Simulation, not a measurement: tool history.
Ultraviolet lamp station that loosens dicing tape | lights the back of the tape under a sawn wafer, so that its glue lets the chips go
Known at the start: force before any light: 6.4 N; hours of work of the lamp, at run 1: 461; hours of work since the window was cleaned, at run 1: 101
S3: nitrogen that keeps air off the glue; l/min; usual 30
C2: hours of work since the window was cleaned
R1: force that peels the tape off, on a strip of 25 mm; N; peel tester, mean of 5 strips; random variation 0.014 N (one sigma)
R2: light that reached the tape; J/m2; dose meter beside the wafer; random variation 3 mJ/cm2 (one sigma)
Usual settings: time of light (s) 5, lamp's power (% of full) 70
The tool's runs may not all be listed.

{"run": 1, "hour": 0.0, "time of light (s)": 5, "lamp's power (% of full)": 70, "S3": 30, "hours of work of the lamp": 461, "C2": 101, "R1": 1.095, "R2": 3420}
{"run": 2, "hour": 22.2, "time of light (s)": 5, "lamp's power (% of full)": 70, "S3": 30, "hours of work of the lamp": 470, "C2": 111, "R1": 1.101, "R2": 3380}
{"run": 3, "hour": 50.2, "time of light (s)": 5, "lamp's power (% of full)": 62, "S3": 30, "hours of work of the lamp": 482, "C2": 123, "R1": 1.366, "R2": 2980}
{"run": 4, "hour": 84.5, "time of light (s)": 5, "lamp's power (% of full)": 62, "S3": 30, "hours of work of the lamp": 497, "C2": 137, "R1": 1.356, "R2": 2930}
{"run": 5, "hour": 109.7, "time of light (s)": 5, "lamp's power (% of full)": 62, "S3": 30, "hours of work of the lamp": 508, "C2": 148, "R1": 1.408, "R2": 2900}
{"run": 6, "hour": 134.1, "time of light (s)": 5, "lamp's power (% of full)": 62, "S3": 30, "hours of work of the lamp": 518, "C2": 158, "R1": 1.441, "R2": 2900}
{"run": 7, "hour": 157.5, "time of light (s)": 5, "lamp's power (% of full)": 62, "S3": 30, "hours of work of the lamp": 528, "C2": 168, "R1": 1.43, "R2": 2860}
{"run": 8, "hour": 187.6, "time of light (s)": 5, "lamp's power (% of full)": 62, "S3": 30, "hours of work of the lamp": 541, "C2": 181, "R1": 1.409, "R2": 2790}
{"run": 9, "hour": 211.9, "time of light (s)": 5, "lamp's power (% of full)": 62, "S3": 30, "hours of work of the lamp": 551, "C2": 192, "R1": 1.449, "R2": 2780}
{"run": 10, "hour": 230.5, "time of light (s)": 5, "lamp's power (% of full)": 62, "S3": 30, "hours of work of the lamp": 559, "C2": 200, "R1": 1.545, "R2": 2750}
{"run": 11, "hour": 246.5, "time of light (s)": 5, "lamp's power (% of full)": 62, "S3": 30, "hours of work of the lamp": 566, "C2": 206, "R1": 1.498, "R2": 2750}
{"run": 12, "hour": 273.8, "time of light (s)": 5, "lamp's power (% of full)": 96, "S3": 30, "hours of work of the lamp": 578, "C2": 218, "R1": 0.728, "R2": 4220}
{"run": 13, "hour": 305.1, "time of light (s)": 7, "lamp's power (% of full)": 94, "S3": 56, "hours of work of the lamp": 591, "C2": 231, "R1": 0.303, "R2": 5660}
{"run": 14, "hour": 328.3, "time of light (s)": 3, "lamp's power (% of full)": 70, "S3": 22, "hours of work of the lamp": 601, "C2": 241, "R1": 2.646, "R2": 1820}
{"run": 15, "hour": 346.4, "time of light (s)": 2, "lamp's power (% of full)": 70, "S3": 19, "hours of work of the lamp": 609, "C2": 249, "R1": 3.597, "R2": 1180}
{"run": 16, "hour": 367.5, "time of light (s)": 2, "lamp's power (% of full)": 70, "S3": 19, "hours of work of the lamp": 618, "C2": 258, "R1": 3.457, "R2": 1170}

Hidden state or all else? Some run-to-run changes of R1, split into what the settings, what came in and random variation would give without the hidden state, and what is left for the hidden state (with any gauge scatter that isn't in both results):
The hidden state here: lamp's light, % of a new lamp's; light that the window lets through, % of a clean one's; drift of the gauge itself on peel_n, %; drift of the gauge itself on dose_mj_cm2, %.
Run 13 -> 14: time of light (s) 7 -> 3, lamp's power (% of full) 94 -> 70, S3 56 -> 22. R1 +2.343 N: hidden state +0.769, all else +1.574.
